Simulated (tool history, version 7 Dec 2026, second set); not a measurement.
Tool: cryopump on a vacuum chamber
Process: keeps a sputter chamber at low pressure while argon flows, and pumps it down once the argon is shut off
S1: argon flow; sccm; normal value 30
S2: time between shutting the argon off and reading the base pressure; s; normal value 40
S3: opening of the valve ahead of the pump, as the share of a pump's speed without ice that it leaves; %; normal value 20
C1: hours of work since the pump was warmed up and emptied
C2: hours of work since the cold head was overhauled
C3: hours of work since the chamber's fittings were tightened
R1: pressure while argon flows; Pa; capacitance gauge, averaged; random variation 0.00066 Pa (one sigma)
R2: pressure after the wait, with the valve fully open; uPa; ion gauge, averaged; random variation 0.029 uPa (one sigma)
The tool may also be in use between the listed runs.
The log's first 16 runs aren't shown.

{"run": 17, "hour": 938.6, "S1": 30, "S2": 40, "S3": 53, "C1": 730, "C2": 1477, "C3": 594, "R1": 0.0501, "R2": 2.1}
{"hour": 963.3, "done": "pump warmed up, emptied and cooled again"}
{"run": 18, "hour": 982.4, "S1": 17, "S2": 70, "S3": 30, "C1": 13, "C2": 1503, "C3": 619, "R1": 0.0413, "R2": 1.35}
{"run": 19, "hour": 1037.5, "S1": 17, "S2": 90, "S3": 30, "C1": 49, "C2": 1539, "C3": 656, "R1": 0.0429, "R2": 1.22}
{"run": 20, "hour": 1083.7, "S1": 15, "S2": 137, "S3": 46, "C1": 80, "C2": 1570, "C3": 686, "R1": 0.0239, "R2": 1}
{"run": 21, "hour": 1130.4, "S1": 40, "S2": 21, "S3": 46, "C1": 110, "C2": 1601, "C3": 717, "R1": 0.0649, "R2": 3.19}
{"run": 22, "hour": 1196.2, "S1": 14, "S2": 29, "S3": 16, "C1": 154, "C2": 1644, "C3": 760, "R1": 0.0652, "R2": 2.49}
{"run": 23, "hour": 1272.9, "S1": 14, "S2": 29, "S3": 16, "C1": 205, "C2": 1695, "C3": 811, "R1": 0.0654, "R2": 2.6}
{"run": 24, "hour": 1314.0, "S1": 25, "S2": 90, "S3": 24, "C1": 232, "C2": 1722, "C3": 838, "R1": 0.0783, "R2": 1.37}
{"run": 25, "hour": 1406.7, "S1": 30, "S2": 30, "S3": 24, "C1": 293, "C2": 1783, "C3": 900, "R1": 0.0942, "R2": 2.64}
{"run": 26, "hour": 1497.3, "S1": 37, "S2": 30, "S3": 32, "C1": 353, "C2": 1843, "C3": 959, "R1": 0.0884, "R2": 2.69}
{"run": 27, "hour": 1570.1, "S1": 43, "S2": 78, "S3": 35, "C1": 401, "C2": 1891, "C3": 1008, "R1": 0.0963, "R2": 1.69}
{"run": 28, "hour": 1620.2, "S1": 43, "S2": 78, "S3": 35, "C1": 434, "C2": 1924, "C3": 1041, "R1": 0.0959, "R2": 1.68}
{"run": 29, "hour": 1698.3, "S1": 17, "S2": 40, "S3": 20, "C1": 486, "C2": 1976, "C3": 1092, "R1": 0.065, "R2": 2.49}
{"run": 30, "hour": 1756.3, "S1": 17, "S2": 40, "S3": 20, "C1": 524, "C2": 2014, "C3": 1131, "R1": 0.0651, "R2": 2.42}
{"run": 31, "hour": 1840.5, "S1": 17, "S2": 40, "S3": 20, "C1": 580, "C2": 2070, "C3": 1186, "R1": 0.0662, "R2": 2.58}
{"run": 32, "hour": 1898.7, "S1": 17, "S2": 40, "S3": 20, "C1": 618, "C2": 2109, "C3": 1225, "R1": 0.0661, "R2": 2.62}
{"run": 33, "hour": 1969.1, "S1": 36, "S2": 47, "S3": 20, "C1": 665, "C2": 2155, "C3": 1271, "R1": 0.1403, "R2": 2.51}
{"run": 34, "hour": 2034.7, "S1": 16, "S2": 129, "S3": 25, "C1": 708, "C2": 2198, "C3": 1315, "R1": 0.0517, "R2": 1.87}

Alternative continuations, all from the tool just after run 34; predict every row:
{"run": "A", "hour": 2074.6, "S1": 14, "S2": 129, "S3": 28, "C1": 734, "C2": 2225, "C3": 1341, "R1": "?", "R2": "?"}
{"run": "B", "hour": 2074.6, "S1": 36, "S2": 57, "S3": 24, "C1": 734, "C2": 2225, "C3": 1341, "R1": "?", "R2": "?"}
{"run": "C", "hour": 2074.6, "S1": 18, "S2": 40, "S3": 20, "C1": 734, "C2": 2225, "C3": 1341, "R1": "?", "R2": "?"}

run=A R1=0.04 R2=1.89
run=B R1=0.1186 R2=2.48
run=C R1=0.0708 R2=2.7
Had the tool no hidden state, the same runs would have come out as:
run=A R1=0.0361 R2=0.52
run=B R1=0.1086 R2=1.05
run=C R1=0.0657 R2=1.34
